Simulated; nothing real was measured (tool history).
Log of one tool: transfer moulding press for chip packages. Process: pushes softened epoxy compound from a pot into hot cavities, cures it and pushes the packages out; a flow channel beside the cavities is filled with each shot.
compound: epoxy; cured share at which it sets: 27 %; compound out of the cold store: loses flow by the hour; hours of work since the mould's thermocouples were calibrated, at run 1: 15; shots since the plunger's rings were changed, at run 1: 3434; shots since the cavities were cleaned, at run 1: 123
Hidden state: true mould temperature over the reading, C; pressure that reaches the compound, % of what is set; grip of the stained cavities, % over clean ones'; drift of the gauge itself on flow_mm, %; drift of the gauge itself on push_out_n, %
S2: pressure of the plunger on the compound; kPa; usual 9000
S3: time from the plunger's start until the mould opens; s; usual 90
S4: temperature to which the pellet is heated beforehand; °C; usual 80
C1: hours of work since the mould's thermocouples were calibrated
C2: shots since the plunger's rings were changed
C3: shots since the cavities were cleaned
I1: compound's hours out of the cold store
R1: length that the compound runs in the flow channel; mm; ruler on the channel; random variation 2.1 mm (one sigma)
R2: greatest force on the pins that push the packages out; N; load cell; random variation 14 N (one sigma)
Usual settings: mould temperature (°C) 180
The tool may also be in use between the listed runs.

Run 1, hour 0.0: usual settings; C1 15; C2 3434; C3 123; I1 15.7. Result: R1 560 mm, R2 818 N.
Run 2, hour 14.8: usual settings; C1 26; C2 3645; C3 334; I1 28.9. Result: R1 520 mm, R2 870 N.
At hour 32.6: plunger's sealing rings changed.
At hour 39.7: cavities cleaned with cleaning compound and waxed.
Run 3, hour 48.8: usual settings; C1 49; C2 209; C3 129; I1 47.5. Result: R1 497 mm, R2 730 N.
Run 4, hour 80.6: usual settings but S4 86 °C; C1 73; C2 662; C3 582; I1 13.4. Result: R1 592 mm, R2 970 N.
At hour 85.7: cavities cleaned with cleaning compound and waxed.
Run 5, hour 114.2: usual settings but S4 86 °C; C1 98; C2 1120; C3 407; I1 16.3. Result: R1 575 mm, R2 889 N.
At hour 132.4: cavities cleaned with cleaning compound and waxed.
Run 6, hour 141.6: usual settings but S4 86 °C; C1 117; C2 1487; C3 130; I1 40.6. Result: R1 508 mm, R2 750 N.
Run 7, hour 159.0: usual settings but S4 86 °C; C1 131; C2 1735; C3 378; I1 34.5. Result: R1 522 mm, R2 866 N.
Run 8, hour 175.9: usual settings but S4 86 °C; C1 143; C2 1976; C3 619; I1 17.6. Result: R1 564 mm, R2 951 N.
At hour 179.4: cavities cleaned with cleaning compound and waxed.
Run 9, hour 192.5: usual settings but S4 86 °C; C1 155; C2 2190; C3 186; I1 40.2. Result: R1 499 mm, R2 768 N.
Run 10, hour 207.9: usual settings but S4 76 °C; C1 167; C2 2409; C3 405; I1 43.5. Result: R1 492 mm, R2 893 N.
At hour 225.3: cavities cleaned with cleaning compound and waxed.
Run 11, hour 226.7: usual settings; C1 180; C2 2655; C3 19; I1 14.1. Result: R1 571 mm, R2 769 N.
Run 12, hour 260.5: usual settings; C1 205; C2 3137; C3 501; I1 9.5. Result: R1 576 mm, R2 992 N.
At hour 272.8: cavities cleaned with cleaning compound and waxed.
Run 13, hour 292.7: usual settings but mould temperature (°C) 173; C1 229; C2 3573; C3 283; I1 33.4. Result: R1 520 mm, R2 1296 N.
At hour 317.5: plunger's sealing rings changed.
At hour 322.3: cavities cleaned with cleaning compound and waxed.
Run 14, hour 327.4: usual settings but S4 72 °C; C1 252; C2 119; C3 73; I1 45.1. Result: R1 513 mm, R2 735 N.
Run 15, hour 345.1: usual settings but S2 9640 kPa, S3 113 s, S4 81 °C; C1 266; C2 372; C3 326; I1 37.6. Result: R1 548 mm, R2 603 N.
At hour 368.5: cavities cleaned with cleaning compound and waxed.
Run 16, hour 368.5: usual settings but S2 9640 kPa, S3 113 s, S4 81 °C; C1 282; C2 683; C3 0; I1 34.7. Result: R1 547 mm, R2 478 N.
Run 17, hour 385.5: usual settings but S2 8510 kPa, S4 78 °C; C1 295; C2 924; C3 241; I1 40.5. Result: R1 496 mm, R2 805 N.
Run 18, hour 400.8: usual settings but S2 8510 kPa, S4 78 °C; C1 307; C2 1143; C3 460; I1 34.5. Result: R1 506 mm, R2 884 N.
At hour 415.1: cavities cleaned with cleaning compound and waxed.
Run 19, hour 420.3: usual settings but mould temperature (°C) 184, S2 8170 kPa, S3 86 s, S4 89 °C; C1 320; C2 1398; C3 74; I1 42.3. Result: R1 475 mm, R2 617 N.
Run 20, hour 442.3: usual settings but S2 8750 kPa, S3 87 s, S4 75 °C; C1 337; C2 1712; C3 388; I1 40.4. Result: R1 503 mm, R2 1001 N.
At hour 461.2: cavities cleaned with cleaning compound and waxed.
Run 21, hour 477.6: usual settings but S2 8750 kPa, S3 87 s, S4 75 °C; C1 363; C2 2193; C3 234; I1 22.6. Result: R1 541 mm, R2 922 N.
At hour 508.4: cavities cleaned with cleaning compound and waxed.
Run 22, hour 508.8: usual settings but S2 9620 kPa, S4 87 °C; C1 385; C2 2615; C3 5; I1 21.6. Result: R1 566 mm, R2 710 N.
Run 23, hour 528.8: usual settings but mould temperature (°C) 175, S2 7720 kPa; C1 401; C2 2899; C3 289; I1 8.4. Result: R1 550 mm, R2 1329 N.
Run 24, hour 550.1: usual settings but mould temperature (°C) 175, S2 7720 kPa; C1 417; C2 3203; C3 593; I1 31.3. Result: R1 489 mm, R2 1332 N.
At hour 556.7: cavities cleaned with cleaning compound and waxed.
Run 25, hour 571.8: usual settings but S2 10870 kPa, S3 75 s, S4 74 °C; C1 432; C2 3490; C3 215; I1 45.4. Result: R1 524 mm, R2 1182 N.
At hour 600.4: plunger's sealing rings changed.
At hour 606.7: cavities cleaned with cleaning compound and waxed.
Run 26, hour 609.6: usual settings but S2 10870 kPa, S3 75 s, S4 74 °C; C1 458; C2 109; C3 41; I1 11.8. Result: R1 661 mm, R2 1260 N.
Run 27, hour 638.0: usual settings but mould temperature (°C) 177, S2 10870 kPa, S3 75 s, S4 74 °C; C1 479; C2 513; C3 445; I1 38.4. Result: R1 581 mm, R2 1757 N.
At hour 652.6: cavities cleaned with cleaning compound and waxed.
Run 28, hour 659.2: usual settings but mould temperature (°C) 177, S2 10870 kPa, S3 75 s, S4 74 °C; C1 494; C2 793; C3 93; I1 17.1. Result: R1 644 mm, R2 1549 N.

Hidden state or all else? Some run-to-run changes of R1, split into what the settings, what came in and random variation would give without the hidden state, and what is left for the hidden state (with any gauge scatter that isn't in both results):
Run 3 -> 4: S4 80 -> 86. R1 +95 mm: hidden state -4, all else +99.
Run 13 -> 14: mould temperature (°C) 173 -> 180, S4 80 -> 72, plunger's sealing rings changed, cavities cleaned with cleaning compound and waxed. R1 -7 mm: hidden state +32, all else -39.
Run 25 -> 26: plunger's sealing rings changed, cavities cleaned with cleaning compound and waxed. R1 +137 mm: hidden state +33, all else +104.
